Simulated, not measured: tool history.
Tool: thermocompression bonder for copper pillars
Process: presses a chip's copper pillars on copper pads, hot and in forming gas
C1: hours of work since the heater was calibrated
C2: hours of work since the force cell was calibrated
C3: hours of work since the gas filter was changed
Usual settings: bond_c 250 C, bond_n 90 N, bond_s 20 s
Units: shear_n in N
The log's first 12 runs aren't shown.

Run 13, hour 292.3: usual settings but bond_c 237 C; C1 369; C2 483; C3 84. Result: shear_n 52.6 N.
Run 14, hour 313.1: usual settings but bond_c 237 C; C1 383; C2 497; C3 98. Result: shear_n 52.3 N.
Run 15, hour 333.3: usual settings but bond_c 237 C; C1 397; C2 510; C3 111. Result: shear_n 51.1 N.
Run 16, hour 351.9: usual settings but bond_c 237 C; C1 409; C2 523; C3 124. Result: shear_n 52.1 N.
Run 17, hour 383.0: usual settings but bond_c 237 C; C1 430; C2 544; C3 145. Result: shear_n 51.3 N.
Run 18, hour 405.2: usual settings but bond_c 262 C; C1 445; C2 559; C3 160. Result: shear_n 66.2 N.
Run 19, hour 419.6: usual settings but bond_c 258 C, bond_n 94 N; C1 455; C2 568; C3 169. Result: shear_n 66.1 N.
Run 20, hour 440.5: usual settings but bond_c 258 C, bond_n 94 N; C1 469; C2 582; C3 183. Result: shear_n 65.1 N.
Run 21, hour 469.1: usual settings but bond_s 10 s; C1 488; C2 602; C3 203. Result: shear_n 45.8 N.
Run 22, hour 491.2: usual settings but bond_s 10 s; C1 503; C2 616; C3 218. Result: shear_n 45.7 N.
Run 23, hour 517.5: usual settings but bond_c 252 C, bond_n 105 N, bond_s 27 s; C1 521; C2 634; C3 235. Result: shear_n 71.9 N.
Run 24, hour 539.9: usual settings but bond_s 13 s; C1 536; C2 649; C3 250. Result: shear_n 49.1 N.
At hour 551.7: forming gas filter changed.
Run 25, hour 562.0: usual settings but bond_c 221 C, bond_s 13 s; C1 550; C2 664; C3 7. Result: shear_n 37.3 N.
Run 26, hour 577.2: usual settings but bond_n 76 N; C1 561; C2 674; C3 17. Result: shear_n 53.1 N.
Run 27, hour 595.6: usual settings but bond_n 76 N; C1 573; C2 686; C3 30. Result: shear_n 53.2 N.
Run 28, hour 626.3: usual settings but bond_n 120 N; C1 594; C2 707; C3 50. Result: shear_n 75.4 N.
Run 29, hour 653.0: usual settings but bond_n 123 N, bond_s 34 s; C1 612; C2 725; C3 68. Result: shear_n 84.3 N.
Run 30, hour 670.8: usual settings but bond_c 248 C, bond_n 60 N; C1 623; C2 737; C3 80. Result: shear_n 41.1 N.
Run 31, hour 688.3: usual settings but bond_n 67 N, bond_s 42 s; C1 635; C2 749; C3 92. Result: shear_n 59.8 N.
Run 32, hour 708.9: usual settings but bond_s 48 s; C1 649; C2 763; C3 106. Result: shear_n 76.1 N.
Run 33, hour 736.6: usual settings but bond_s 48 s; C1 668; C2 781; C3 124. Result: shear_n 74.4 N.
Run 34, hour 765.4: usual settings but bond_n 114 N; C1 687; C2 801; C3 144. Result: shear_n 69.0 N.
Run 35, hour 781.7: usual settings but bond_c 275 C, bond_n 115 N; C1 698; C2 812; C3 155. Result: shear_n 81.6 N.

4 ways to go on from here, each from the tool as it stands after run 35. What would each give?
Run A, hour 809.9: usual settings but bond_c 270 C, bond_n 100 N, bond_s 16 s; C1 717; C2 831; C3 174. Result: shear_n ?.
Run B, hour 809.9: usual settings but bond_c 247 C, bond_n 80 N, bond_s 29 s; C1 717; C2 831; C3 174. Result: shear_n ?.
Run C, hour 809.9: usual settings but bond_c 245 C, bond_n 115 N; C1 717; C2 831; C3 174. Result: shear_n ?.
Run D, hour 809.9: usual settings but bond_c 237 C, bond_n 115 N; C1 717; C2 831; C3 174. Result: shear_n ?.

run  shear_n
  A     70.4
  B     57.2
  C     66.0
  D     60.7
Without the tool's hidden state the same runs would have given:
run  shear_n
  A     76.8
  B     63.0
  C     72.4
  D     67.1
